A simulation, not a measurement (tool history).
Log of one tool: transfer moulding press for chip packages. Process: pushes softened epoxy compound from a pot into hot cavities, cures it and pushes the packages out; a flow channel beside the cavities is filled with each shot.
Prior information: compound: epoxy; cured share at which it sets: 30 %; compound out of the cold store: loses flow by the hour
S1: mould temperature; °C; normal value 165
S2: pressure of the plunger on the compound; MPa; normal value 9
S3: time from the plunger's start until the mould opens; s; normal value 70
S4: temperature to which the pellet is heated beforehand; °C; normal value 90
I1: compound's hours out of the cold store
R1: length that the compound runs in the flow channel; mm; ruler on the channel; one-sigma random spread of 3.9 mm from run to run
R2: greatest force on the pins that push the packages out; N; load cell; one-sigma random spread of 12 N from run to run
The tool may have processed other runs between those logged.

{"run": 1, "hour": 0.0, "S1": 165, "S2": 9, "S3": 70, "S4": 90, "I1": 21.3, "R1": 786, "R2": 761}
{"hour": 37.4, "done": "plunger's sealing rings changed"}
{"hour": 65.8, "done": "mould's thermocouples calibrated"}
{"hour": 67.3, "done": "cavities cleaned with cleaning compound and waxed"}
{"run": 2, "hour": 68.7, "S1": 165, "S2": 9, "S3": 70, "S4": 90, "I1": 33.2, "R1": 775, "R2": 1240}
{"hour": 138.5, "done": "cavities cleaned with cleaning compound and waxed"}
{"run": 3, "hour": 142.0, "S1": 165, "S2": 8.17, "S3": 70, "S4": 90, "I1": 39.6, "R1": 710, "R2": 645}
{"run": 4, "hour": 192.7, "S1": 165, "S2": 8.17, "S3": 70, "S4": 90, "I1": 35, "R1": 711, "R2": 1051}
{"hour": 209.6, "done": "cavities cleaned with cleaning compound and waxed"}
{"run": 5, "hour": 228.9, "S1": 165, "S2": 9, "S3": 70, "S4": 90, "I1": 13.7, "R1": 815, "R2": 908}
{"run": 6, "hour": 264.6, "S1": 165, "S2": 9, "S3": 70, "S4": 83, "I1": 22.3, "R1": 779, "R2": 1152}
{"hour": 279.2, "done": "plunger's sealing rings changed"}
{"hour": 280.7, "done": "cavities cleaned with cleaning compound and waxed"}
{"run": 7, "hour": 302.6, "S1": 165, "S2": 9, "S3": 70, "S4": 83, "I1": 21.1, "R1": 835, "R2": 950}
{"run": 8, "hour": 337.5, "S1": 165, "S2": 9, "S3": 70, "S4": 92, "I1": 12.8, "R1": 856, "R2": 1143}
{"hour": 351.1, "done": "cavities cleaned with cleaning compound and waxed"}
{"run": 9, "hour": 373.8, "S1": 165, "S2": 9, "S3": 70, "S4": 92, "I1": 20.3, "R1": 813, "R2": 914}
{"hour": 379.6, "done": "cavities cleaned with cleaning compound and waxed, once more"}
{"run": 10, "hour": 410.7, "S1": 165, "S2": 9, "S3": 104, "S4": 92, "I1": 31.8, "R1": 767, "R2": 786}
{"hour": 450.9, "done": "cavities cleaned with cleaning compound and waxed"}
{"run": 11, "hour": 466.8, "S1": 165, "S2": 9, "S3": 104, "S4": 92, "I1": 31.7, "R1": 747, "R2": 655}
{"hour": 518.7, "done": "plunger's sealing rings changed"}
{"hour": 523.8, "done": "cavities cleaned with cleaning compound and waxed"}
{"run": 12, "hour": 531.5, "S1": 165, "S2": 9, "S3": 104, "S4": 92, "I1": 20, "R1": 840, "R2": 589}
{"hour": 554.5, "done": "mould's thermocouples calibrated"}
{"run": 13, "hour": 569.0, "S1": 165, "S2": 9.81, "S3": 70, "S4": 90, "I1": 32.9, "R1": 809, "R2": 1023}
{"hour": 597.1, "done": "cavities cleaned with cleaning compound and waxed"}
{"run": 14, "hour": 618.5, "S1": 165, "S2": 9.81, "S3": 70, "S4": 90, "I1": 16.3, "R1": 873, "R2": 907}
{"hour": 671.1, "done": "cavities cleaned with cleaning compound and waxed"}
{"run": 15, "hour": 672.2, "S1": 159, "S2": 9.81, "S3": 98, "S4": 94, "I1": 17.1, "R1": 868, "R2": 523}
{"run": 16, "hour": 710.3, "S1": 159, "S2": 9.81, "S3": 56, "S4": 87, "I1": 46.3, "R1": 754, "R2": 2297}
{"hour": 741.2, "done": "cavities cleaned with cleaning compound and waxed"}
{"hour": 757.7, "done": "plunger's sealing rings changed"}
{"run": 17, "hour": 757.7, "S1": 159, "S2": 9.81, "S3": 56, "S4": 82, "I1": 17.6, "R1": 920, "R2": 2014}
{"hour": 813.0, "done": "cavities cleaned with cleaning compound and waxed"}
{"run": 18, "hour": 831.3, "S1": 163, "S2": 9.8, "S3": 100, "S4": 99, "I1": 25.2, "R1": 838, "R2": 670}
{"hour": 886.5, "done": "cavities cleaned with cleaning compound and waxed"}
{"run": 19, "hour": 892.4, "S1": 172, "S2": 9.42, "S3": 70, "S4": 90, "I1": 25.2, "R1": 777, "R2": 555}
{"run": 20, "hour": 927.3, "S1": 173, "S2": 9, "S3": 70, "S4": 90, "I1": 29.8, "R1": 736, "R2": 805}
{"hour": 958.6, "done": "cavities cleaned with cleaning compound and waxed"}
{"run": 21, "hour": 981.4, "S1": 169, "S2": 9, "S3": 74, "S4": 94, "I1": 47.8, "R1": 667, "R2": 719}
{"hour": 991.8, "done": "plunger's sealing rings changed"}
{"hour": 1034.7, "done": "cavities cleaned with cleaning compound and waxed"}
{"hour": 1040.7, "done": "mould's thermocouples calibrated"}
{"run": 22, "hour": 1057.9, "S1": 158, "S2": 9.03, "S3": 74, "S4": 93, "I1": 29.4, "R1": 815, "R2": 1206}
{"hour": 1107.0, "done": "cavities cleaned with cleaning compound and waxed"}
{"run": 23, "hour": 1115.0, "S1": 160, "S2": 9.03, "S3": 74, "S4": 93, "I1": 41.6, "R1": 750, "R2": 899}
{"hour": 1177.5, "done": "cavities cleaned with cleaning compound and waxed"}
{"run": 24, "hour": 1179.1, "S1": 160, "S2": 9.03, "S3": 74, "S4": 93, "I1": 15.7, "R1": 840, "R2": 804}
{"run": 25, "hour": 1213.4, "S1": 160, "S2": 9.03, "S3": 74, "S4": 96, "I1": 40.2, "R1": 720, "R2": 1164}
{"hour": 1229.1, "done": "plunger's sealing rings changed"}
{"hour": 1250.6, "done": "cavities cleaned with cleaning compound and waxed"}
{"run": 26, "hour": 1275.5, "S1": 160, "S2": 9.03, "S3": 74, "S4": 96, "I1": 30.5, "R1": 805, "R2": 1150}

Subtracting, for every run, the result it would have given without the tool's unlogged condition from the measured result gives the following. The same run-to-run variation enters both numbers; the gauge's scatter may not:
Unlogged tool condition in this case: true mould temperature over the reading, C; pressure that reaches the compound, % of what is set; grip of the stained cavities, % over clean ones'; drift of the gauge itself on flow_mm, %; drift of the gauge itself on push_out_n, %.
run=1 R1=-50 R2=+182
run=2 R1=-10 R2=+670
run=3 R1=-26 R2=+93
run=4 R1=-39 R2=+501
run=5 R1=-54 R2=+318
run=6 R1=-63 R2=+552
run=7 R1=-6 R2=+343
run=8 R1=-16 R2=+557
run=9 R1=-25 R2=+343
run=10 R1=-33 R2=+331
run=11 R1=-47 R2=+207
run=12 R1=-2 R2=+123
run=13 R1=-15 R2=+458
run=14 R1=-30 R2=+329
run=15 R1=-46 R2=+25
run=16 R1=-50 R2=+1021
run=17 R1=-2 R2=+599
run=18 R1=-21 R2=+226
run=19 R1=-35 R2=+91
run=20 R1=-44 R2=+357
run=21 R1=-50 R2=+255
run=22 R1=-18 R2=+404
run=23 R1=-30 R2=+197
run=24 R1=-51 R2=+76
run=25 R1=-52 R2=+506
run=26 R1=-11 R2=+448
